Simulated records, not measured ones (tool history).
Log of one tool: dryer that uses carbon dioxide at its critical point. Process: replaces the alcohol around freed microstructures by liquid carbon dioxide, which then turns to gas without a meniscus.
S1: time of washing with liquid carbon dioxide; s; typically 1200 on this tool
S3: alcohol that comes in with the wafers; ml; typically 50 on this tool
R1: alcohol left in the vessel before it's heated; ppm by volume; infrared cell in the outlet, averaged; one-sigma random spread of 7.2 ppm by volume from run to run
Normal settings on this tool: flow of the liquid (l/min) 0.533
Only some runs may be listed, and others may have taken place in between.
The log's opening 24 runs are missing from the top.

{"run": 25, "hour": 1115.7, "S1": 1920, "flow of the liquid (l/min)": 0.533, "S3": 50, "R1": 219}
{"run": 26, "hour": 1162.3, "S1": 1380, "flow of the liquid (l/min)": 0.533, "S3": 24, "R1": 292}
{"run": 27, "hour": 1217.2, "S1": 1620, "flow of the liquid (l/min)": 0.533, "S3": 21, "R1": 249}
{"run": 28, "hour": 1278.3, "S1": 1500, "flow of the liquid (l/min)": 0.775, "S3": 51, "R1": 231}
{"run": 29, "hour": 1331.9, "S1": 1800, "flow of the liquid (l/min)": 0.66, "S3": 119, "R1": 252}
{"hour": 1360.8, "done": "purifier's bed changed"}
{"run": 30, "hour": 1396.7, "S1": 960, "flow of the liquid (l/min)": 0.805, "S3": 108, "R1": 402}
{"run": 31, "hour": 1453.6, "S1": 960, "flow of the liquid (l/min)": 0.805, "S3": 108, "R1": 419}
{"run": 32, "hour": 1508.4, "S1": 1380, "flow of the liquid (l/min)": 0.607, "S3": 28, "R1": 93}
{"run": 33, "hour": 1554.8, "S1": 1800, "flow of the liquid (l/min)": 0.533, "S3": 50, "R1": 89}
{"run": 34, "hour": 1586.2, "S1": 840, "flow of the liquid (l/min)": 0.476, "S3": 25, "R1": 963}
{"run": 35, "hour": 1618.2, "S1": 900, "flow of the liquid (l/min)": 0.476, "S3": 25, "R1": 827}
{"run": 36, "hour": 1672.6, "S1": 900, "flow of the liquid (l/min)": 0.476, "S3": 25, "R1": 864}
{"run": 37, "hour": 1726.1, "S1": 900, "flow of the liquid (l/min)": 0.476, "S3": 25, "R1": 879}
{"run": 38, "hour": 1763.5, "S1": 900, "flow of the liquid (l/min)": 0.476, "S3": 25, "R1": 878}
{"run": 39, "hour": 1823.1, "S1": 1200, "flow of the liquid (l/min)": 0.779, "S3": 50, "R1": 174}
{"run": 40, "hour": 1867.5, "S1": 1200, "flow of the liquid (l/min)": 0.779, "S3": 50, "R1": 169}
{"run": 41, "hour": 1912.5, "S1": 1200, "flow of the liquid (l/min)": 0.779, "S3": 50, "R1": 180}
{"hour": 1944.7, "done": "inlet filter changed"}
{"run": 42, "hour": 1955.1, "S1": 1200, "flow of the liquid (l/min)": 0.779, "S3": 50, "R1": 166}
{"run": 43, "hour": 2017.8, "S1": 1200, "flow of the liquid (l/min)": 0.779, "S3": 50, "R1": 191}
{"run": 44, "hour": 2045.4, "S1": 1200, "flow of the liquid (l/min)": 0.533, "S3": 59, "R1": 553}
{"run": 45, "hour": 2108.2, "S1": 960, "flow of the liquid (l/min)": 0.498, "S3": 64, "R1": 1474}
{"run": 46, "hour": 2142.2, "S1": 1200, "flow of the liquid (l/min)": 0.646, "S3": 50, "R1": 315}
{"run": 47, "hour": 2197.8, "S1": 1020, "flow of the liquid (l/min)": 0.682, "S3": 29, "R1": 318}

Here are 4 independent what-if runs from the current tool condition. What would each one return?
{"run": "A", "hour": 2252.9, "S1": 780, "flow of the liquid (l/min)": 0.365, "S3": 42, "R1": "?"}
{"run": "B", "hour": 2252.9, "S1": 1200, "flow of the liquid (l/min)": 0.533, "S3": 25, "R1": "?"}
{"run": "C", "hour": 2252.9, "S1": 1560, "flow of the liquid (l/min)": 0.826, "S3": 74, "R1": "?"}
{"run": "D", "hour": 2252.9, "S1": 1020, "flow of the liquid (l/min)": 0.682, "S3": 33, "R1": "?"}

run=A R1=3300
run=B R1=364
run=C R1=182
run=D R1=357
Without the tool's unlogged condition, the same runs would have read:
run=A R1=2970
run=B R1=177
run=C R1=14
run=D R1=169
